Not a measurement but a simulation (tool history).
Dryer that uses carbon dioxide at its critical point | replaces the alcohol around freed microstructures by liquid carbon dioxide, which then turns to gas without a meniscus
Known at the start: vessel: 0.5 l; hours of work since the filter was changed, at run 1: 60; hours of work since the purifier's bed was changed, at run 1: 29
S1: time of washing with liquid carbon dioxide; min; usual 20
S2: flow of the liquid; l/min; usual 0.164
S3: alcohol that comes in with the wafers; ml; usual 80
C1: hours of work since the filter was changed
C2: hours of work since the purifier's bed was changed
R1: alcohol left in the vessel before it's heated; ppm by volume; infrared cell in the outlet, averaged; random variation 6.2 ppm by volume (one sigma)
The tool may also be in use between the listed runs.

| run | hour | S1 | S2 | S3 | C1 | C2 | R1 |
|---|---|---|---|---|---|---|---|
| 1 | 0.0 | 20 | 0.164 | 80 | 60 | 29 | 269 |
| 2 | 5.7 | 20 | 0.164 | 80 | 63 | 32 | 281 |
| 3 | 15.6 | 15 | 0.164 | 80 | 68 | 37 | 1320 |
| 4 | 21.3 | 15 | 0.164 | 80 | 70 | 40 | 1342 |
| 5 | 30.7 | 15 | 0.164 | 80 | 75 | 45 | 1349 |
| 6 | 37.6 | 15 | 0.164 | 80 | 78 | 48 | 1340 |
| 7 | 49.1 | 15 | 0.164 | 80 | 84 | 54 | 1308 |
| 8 | 56.0 | 20 | 0.248 | 80 | 88 | 57 | 29 |
| 9 | 61.6 | 20 | 0.158 | 79 | 90 | 60 | 360 |
| 10 | 71.6 | 17 | 0.162 | 80 | 95 | 65 | 777 |
| 11 | 80.7 | 30 | 0.162 | 80 | 100 | 69 | 35 |

Forecast each of these 4 alternatives for the next run:
| A | 91.0 | 29 | 0.157 | 80 | 105 | 74 | ? |
| B | 91.0 | 30 | 0.117 | 80 | 105 | 74 | ? |
| C | 91.0 | 18 | 0.229 | 80 | 105 | 74 | ? |
| D | 91.0 | 20 | 0.205 | 80 | 105 | 74 | ? |

| run | R1 |
|---|---|
| A | 46 |
| B | 192 |
| C | 76 |
| D | 83 |
Without the tool's hidden state the same runs would have given:
| run | R1 |
|---|---|
| A | 21 |
| B | 149 |
| C | 47 |
| D | 53 |

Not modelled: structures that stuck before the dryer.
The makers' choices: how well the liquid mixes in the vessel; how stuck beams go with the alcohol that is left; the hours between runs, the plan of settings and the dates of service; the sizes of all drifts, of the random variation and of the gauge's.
